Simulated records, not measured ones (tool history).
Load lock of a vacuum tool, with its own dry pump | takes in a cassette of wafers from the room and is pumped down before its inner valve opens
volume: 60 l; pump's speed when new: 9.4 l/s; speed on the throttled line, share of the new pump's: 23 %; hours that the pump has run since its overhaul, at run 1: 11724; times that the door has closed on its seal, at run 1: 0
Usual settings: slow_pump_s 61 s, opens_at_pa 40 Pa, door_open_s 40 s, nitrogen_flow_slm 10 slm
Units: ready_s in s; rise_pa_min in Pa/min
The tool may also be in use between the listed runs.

| run | hour | slow_pump_s | opens_at_pa | door_open_s | nitrogen_flow_slm | hours that the pump has run since its overhaul | times that the door has closed on its seal | incoming humidity of the room's air, % | ready_s | rise_pa_min |
|---|---|---|---|---|---|---|---|---|---|---|
| 1 | 0.0 | 61 | 40 | 40 | 10 | 11724 | 0 | 43.7 | 97.5 | 0.042 |
| 2 | 273.7 | 61 | 40 | 40 | 10 | 11997 | 1298 | 45.0 | 97.0 | 0.045 |
| 3 | 767.0 | 61 | 40 | 40 | 10 | 12491 | 3637 | 44.9 | 97.7 | 0.042 |
| 4 | 1125.4 | 61 | 40 | 40 | 10 | 12849 | 5336 | 43.2 | 97.2 | 0.041 |
| 5 | 1576.3 | 61 | 40 | 40 | 10 | 13300 | 7473 | 46.2 | 97.4 | 0.039 |
| 6 | 1863.5 | 77 | 40 | 40 | 10 | 13587 | 8835 | 40.9 | 108.1 | 0.037 |
| 7 | 2386.1 | 77 | 40 | 40 | 10 | 14110 | 11313 | 45.6 | 110.2 | 0.041 |
| 8 | 2914.5 | 61 | 40 | 40 | 10 | 14638 | 13818 | 47.1 | 98.3 | 0.041 |
| 9 | 3317.7 | 61 | 40 | 40 | 10 | 15041 | 15729 | 42.7 | 97.4 | 0.039 |
| 10 | 3606.7 | 61 | 40 | 40 | 10 | 15330 | 17099 | 50.2 | 96.4 | 0.046 |
| 11 | 3859.2 | 61 | 40 | 40 | 10 | 15583 | 18296 | 45.8 | 97.1 | 0.045 |
| 12 | 4350.5 | 61 | 40 | 40 | 10 | 16074 | 20626 | 42.7 | 98.3 | 0.038 |
| 13 | 4764.3 | 61 | 40 | 99 | 10 | 16488 | 22587 | 43.6 | 96.7 | 0.068 |
| 14 | 5159.0 | 40 | 40 | 40 | 10 | 16883 | 24459 | 47.2 | 81.1 | 0.042 |
| 15 | 5551.9 | 40 | 40 | 40 | 10 | 17276 | 26322 | 46.1 | 81.5 | 0.042 |
| 16 | 5924.4 | 40 | 40 | 40 | 10 | 17648 | 28087 | 46.5 | 80.8 | 0.047 |
| 17 | 6421.9 | 61 | 40 | 101 | 10 | 18146 | 30446 | 46.0 | 98.5 | 0.071 |
| 18 | 6941.4 | 61 | 40 | 101 | 10 | 18665 | 32909 | 44.2 | 98.6 | 0.066 |
| 19 | 7271.3 | 61 | 47 | 40 | 10 | 18995 | 34473 | 44.8 | 97.0 | 0.041 |
| 20 | 7532.2 | 61 | 79 | 80 | 10 | 19256 | 35710 | 42.7 | 92.9 | 0.058 |
| 21 | 7838.4 | 61 | 79 | 80 | 10 | 19562 | 37162 | 43.6 | 93.9 | 0.057 |
| 22 | 8312.7 | 71 | 40 | 40 | 10 | 20036 | 39410 | 47.5 | 104.3 | 0.048 |
|  | 8720.8 | dry pump taken out, an overhauled one fitted |
| 23 | 8810.7 | 80 | 51 | 39 | 8 | 90 | 41743 | 46.6 | 110.3 | 0.041 |
| 24 | 9052.5 | 80 | 35 | 55 | 5 | 332 | 42889 | 44.4 | 112.0 | 0.056 |

Forecast run 25:
| 25 | 9364.4 | 80 | 35 | 55 | 5 | 644 | 44368 | 43.9 | ? | ? |

{"run 25": {"ready_s": 111.6, "rise_pa_min": 0.057}}
Without the tool's hidden state the same run would have given ready_s 111.6 s, rise_pa_min 0.056 Pa/min.
